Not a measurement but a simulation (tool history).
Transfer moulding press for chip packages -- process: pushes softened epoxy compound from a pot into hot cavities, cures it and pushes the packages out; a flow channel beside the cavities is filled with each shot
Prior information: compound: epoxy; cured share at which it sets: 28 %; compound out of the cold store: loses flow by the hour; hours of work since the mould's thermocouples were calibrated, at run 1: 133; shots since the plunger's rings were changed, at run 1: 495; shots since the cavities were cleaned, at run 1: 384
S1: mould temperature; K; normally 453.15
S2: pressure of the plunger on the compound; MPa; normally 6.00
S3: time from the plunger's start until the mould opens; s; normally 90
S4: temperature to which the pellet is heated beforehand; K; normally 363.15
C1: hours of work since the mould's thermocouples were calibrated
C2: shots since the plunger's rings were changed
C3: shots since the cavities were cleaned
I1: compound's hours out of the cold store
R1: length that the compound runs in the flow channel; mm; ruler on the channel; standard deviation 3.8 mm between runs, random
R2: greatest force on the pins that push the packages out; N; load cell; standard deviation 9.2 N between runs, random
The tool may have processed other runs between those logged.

run 1 day=0.000 | S1=453.15 S2=6.00 S3=90 S4=363.15 | C1=133 C2=495 C3=384 | I1=23.6 | R1=948 R2=632
-- day=0.288 cavities cleaned with cleaning compound and waxed
run 2 day=1.083 | S1=453.15 S2=6.00 S3=87 S4=363.15 | C1=147 C2=788 C3=228 | I1=39.3 | R1=846 R2=770
run 3 day=1.804 | S1=453.15 S2=6.00 S3=87 S4=363.15 | C1=157 C2=995 C3=435 | I1=27.9 | R1=923 R2=784
-- day=1.929 cavities cleaned with cleaning compound and waxed
run 4 day=2.654 | S1=453.15 S2=6.00 S3=87 S4=363.15 | C1=168 C2=1221 C3=208 | I1=33.9 | R1=880 R2=574
-- day=3.617 cavities cleaned with cleaning compound and waxed
run 5 day=4.021 | S1=453.15 S2=6.00 S3=87 S4=363.15 | C1=186 C2=1595 C3=115 | I1=46.3 | R1=803 R2=484
-- day=5.279 cavities cleaned with cleaning compound and waxed
run 6 day=5.521 | S1=453.15 S2=6.00 S3=87 S4=356.15 | C1=205 C2=2009 C3=70 | I1=22.7 | R1=951 R2=472
run 7 day=6.358 | S1=453.15 S2=6.00 S3=87 S4=356.15 | C1=217 C2=2249 C3=310 | I1=15.6 | R1=998 R2=601
-- day=6.908 cavities cleaned with cleaning compound and waxed
run 8 day=7.325 | S1=453.15 S2=6.00 S3=87 S4=356.15 | C1=229 C2=2508 C3=119 | I1=46.8 | R1=789 R2=496
-- day=8.033 cavities cleaned with cleaning compound and waxed, once more
run 9 day=8.033 | S1=453.15 S2=6.00 S3=87 S4=356.15 | C1=238 C2=2694 C3=0 | I1=46.6 | R1=790 R2=427
run 10 day=8.688 | S1=453.15 S2=4.76 S3=87 S4=356.15 | C1=247 C2=2882 C3=188 | I1=11.8 | R1=915 R2=545
-- day=9.338 plunger's sealing rings changed
-- day=9.800 cavities cleaned with cleaning compound and waxed
run 11 day=9.888 | S1=449.15 S2=6.00 S3=90 S4=363.15 | C1=261 C2=140 C3=25 | I1=39.5 | R1=864 R2=474
run 12 day=10.842 | S1=453.15 S2=6.00 S3=90 S4=363.15 | C1=274 C2=413 C3=298 | I1=32.7 | R1=900 R2=574
-- day=11.462 cavities cleaned with cleaning compound and waxed
run 13 day=11.538 | S1=453.15 S2=6.00 S3=90 S4=363.15 | C1=282 C2=595 C3=22 | I1=41.9 | R1=832 R2=428
run 14 day=12.754 | S1=453.15 S2=6.00 S3=90 S4=363.15 | C1=299 C2=945 C3=372 | I1=20.1 | R1=967 R2=613
-- day=13.100 cavities cleaned with cleaning compound and waxed
run 15 day=13.575 | S1=453.15 S2=6.00 S3=90 S4=363.15 | C1=309 C2=1163 C3=138 | I1=46.9 | R1=798 R2=487
-- day=14.788 cavities cleaned with cleaning compound and waxed
run 16 day=14.942 | S1=459.15 S2=6.00 S3=126 S4=355.15 | C1=327 C2=1536 C3=43 | I1=33.3 | R1=868 R2=409
run 17 day=15.629 | S1=459.15 S2=6.00 S3=126 S4=355.15 | C1=336 C2=1734 C3=241 | I1=17.5 | R1=970 R2=535
-- day=16.454 cavities cleaned with cleaning compound and waxed
run 18 day=16.754 | S1=459.15 S2=6.00 S3=126 S4=355.15 | C1=351 C2=2039 C3=86 | I1=34.5 | R1=856 R2=437
run 19 day=17.788 | S1=457.15 S2=5.33 S3=124 S4=355.15 | C1=365 C2=2336 C3=383 | I1=32.1 | R1=821 R2=579
-- day=18.071 cavities cleaned with cleaning compound and waxed
run 20 day=18.858 | S1=457.15 S2=6.45 S3=104 S4=355.15 | C1=379 C2=2625 C3=226 | I1=12.3 | R1=1051 R2=531
-- day=19.683 cavities cleaned with cleaning compound and waxed
run 21 day=19.892 | S1=457.15 S2=6.45 S3=104 S4=355.15 | C1=392 C2=2904 C3=59 | I1=37.9 | R1=854 R2=428
-- day=20.512 plunger's sealing rings changed
run 22 day=20.671 | S1=457.15 S2=6.45 S3=104 S4=355.15 | C1=401 C2=45 C3=253 | I1=17.1 | R1=1037 R2=538
-- day=21.450 cavities cleaned with cleaning compound and waxed
run 23 day=22.058 | S1=449.15 S2=6.00 S3=102 S4=367.15 | C1=419 C2=425 C3=175 | I1=19.4 | R1=1008 R2=514
-- day=23.054 cavities cleaned with cleaning compound and waxed
run 24 day=23.054 | S1=453.15 S2=6.74 S3=93 S4=366.15 | C1=432 C2=693 C3=0 | I1=38.3 | R1=906 R2=413
run 25 day=23.921 | S1=453.15 S2=6.74 S3=93 S4=366.15 | C1=444 C2=942 C3=249 | I1=36.9 | R1=908 R2=547
-- day=24.779 cavities cleaned with cleaning compound and waxed
run 26 day=25.021 | S1=453.15 S2=5.66 S3=93 S4=366.15 | C1=458 C2=1241 C3=71 | I1=35.9 | R1=848 R2=450
-- day=26.392 cavities cleaned with cleaning compound and waxed
run 27 day=26.400 | S1=447.15 S2=5.66 S3=93 S4=363.15 | C1=476 C2=1618 C3=2 | I1=22.3 | R1=954 R2=472

Forecast each of these 4 alternatives for the next run:
run A day=27.750 | S1=456.15 S2=5.17 S3=89 S4=363.15 | C1=494 C2=2005 C3=389 | I1=29.1 | R1=? R2=?
run B day=27.750 | S1=452.15 S2=6.40 S3=93 S4=363.15 | C1=494 C2=2005 C3=389 | I1=18.1 | R1=? R2=?
run C day=27.750 | S1=459.15 S2=7.07 S3=93 S4=354.15 | C1=494 C2=2005 C3=389 | I1=29.2 | R1=? R2=?
run D day=27.750 | S1=446.15 S2=5.66 S3=93 S4=363.15 | C1=494 C2=2005 C3=389 | I1=46.9 | R1=? R2=?

run=A R1=833 R2=605
run=B R1=1022 R2=619
run=C R1=962 R2=583
run=D R1=782 R2=709
What these runs would have given with no unlogged condition in the tool:
run=A R1=854 R2=401
run=B R1=1048 R2=414
run=C R1=986 R2=383
run=D R1=802 R2=486
